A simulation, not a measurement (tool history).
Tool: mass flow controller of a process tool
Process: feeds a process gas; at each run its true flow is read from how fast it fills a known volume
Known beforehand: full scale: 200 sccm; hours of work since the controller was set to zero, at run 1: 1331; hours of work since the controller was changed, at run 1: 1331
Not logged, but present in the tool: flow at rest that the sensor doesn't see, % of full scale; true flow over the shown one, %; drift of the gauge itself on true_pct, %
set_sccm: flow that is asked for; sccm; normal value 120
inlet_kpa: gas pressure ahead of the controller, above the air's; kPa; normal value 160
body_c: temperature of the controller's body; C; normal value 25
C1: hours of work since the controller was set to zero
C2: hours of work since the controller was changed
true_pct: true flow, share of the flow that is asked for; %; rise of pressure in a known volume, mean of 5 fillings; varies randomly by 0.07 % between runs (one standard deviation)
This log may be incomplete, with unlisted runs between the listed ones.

Run 1, hour 0.0: usual settings; C1 1331; C2 1331. Result: true_pct 98.55 %.
Run 2, hour 46.5: usual settings; C1 1356; C2 1356. Result: true_pct 98.70 %.
Run 3, hour 110.1: usual settings but inlet_kpa 175 kPa; C1 1391; C2 1391. Result: true_pct 98.87 %.
Run 4, hour 179.9: usual settings but inlet_kpa 175 kPa, body_c 23 C; C1 1429; C2 1429. Result: true_pct 98.80 %.
Run 5, hour 232.5: usual settings but inlet_kpa 175 kPa, body_c 23 C; C1 1458; C2 1458. Result: true_pct 98.65 %.
Run 6, hour 264.3: usual settings but set_sccm 106 sccm, inlet_kpa 175 kPa, body_c 23 C; C1 1475; C2 1475. Result: true_pct 98.52 %.
Run 7, hour 314.0: usual settings; C1 1502; C2 1502. Result: true_pct 98.74 %.
Run 8, hour 352.7: usual settings but body_c 30 C; C1 1523; C2 1523. Result: true_pct 99.17 %.
Run 9, hour 402.8: usual settings but body_c 30 C; C1 1551; C2 1551. Result: true_pct 99.04 %.
Run 10, hour 472.9: usual settings but body_c 22 C; C1 1589; C2 1589. Result: true_pct 98.74 %.
Run 11, hour 531.4: usual settings but set_sccm 161 sccm, inlet_kpa 196 kPa, body_c 39 C; C1 1621; C2 1621. Result: true_pct 100.31 %.
Run 12, hour 564.6: usual settings but set_sccm 161 sccm, inlet_kpa 263 kPa, body_c 24 C; C1 1639; C2 1639. Result: true_pct 99.96 %.
Run 13, hour 625.3: usual settings but set_sccm 161 sccm, inlet_kpa 263 kPa, body_c 24 C; C1 1672; C2 1672. Result: true_pct 99.89 %.
Run 14, hour 662.4: usual settings but inlet_kpa 179 kPa, body_c 22 C; C1 1692; C2 1692. Result: true_pct 98.89 %.
Run 15, hour 695.8: usual settings but inlet_kpa 179 kPa, body_c 22 C; C1 1711; C2 1711. Result: true_pct 98.88 %.
Run 16, hour 771.2: usual settings but inlet_kpa 179 kPa, body_c 22 C; C1 1752; C2 1752. Result: true_pct 98.80 %.
Run 17, hour 815.7: usual settings but inlet_kpa 206 kPa, body_c 26 C; C1 1776; C2 1776. Result: true_pct 99.07 %.
Run 18, hour 851.1: usual settings but set_sccm 36 sccm, inlet_kpa 217 kPa; C1 1795; C2 1795. Result: true_pct 96.93 %.

Below are 3 alternative next runs, each starting from the tool's condition after run 18. Predict each:
Run A, hour 906.0: usual settings but body_c 24 C; C1 1825; C2 1825. Result: true_pct ?.
Run B, hour 906.0: usual settings but set_sccm 191 sccm, inlet_kpa 153 kPa, body_c 20 C; C1 1825; C2 1825. Result: true_pct ?.
Run C, hour 906.0: usual settings but set_sccm 36 sccm, inlet_kpa 222 kPa; C1 1825; C2 1825. Result: true_pct ?.

run  true_pct
  A     98.69
  B     99.86
  C     96.99
Without the tool's unlogged condition, the same runs would have read:
run  true_pct
  A     98.35
  B     99.39
  C     97.49

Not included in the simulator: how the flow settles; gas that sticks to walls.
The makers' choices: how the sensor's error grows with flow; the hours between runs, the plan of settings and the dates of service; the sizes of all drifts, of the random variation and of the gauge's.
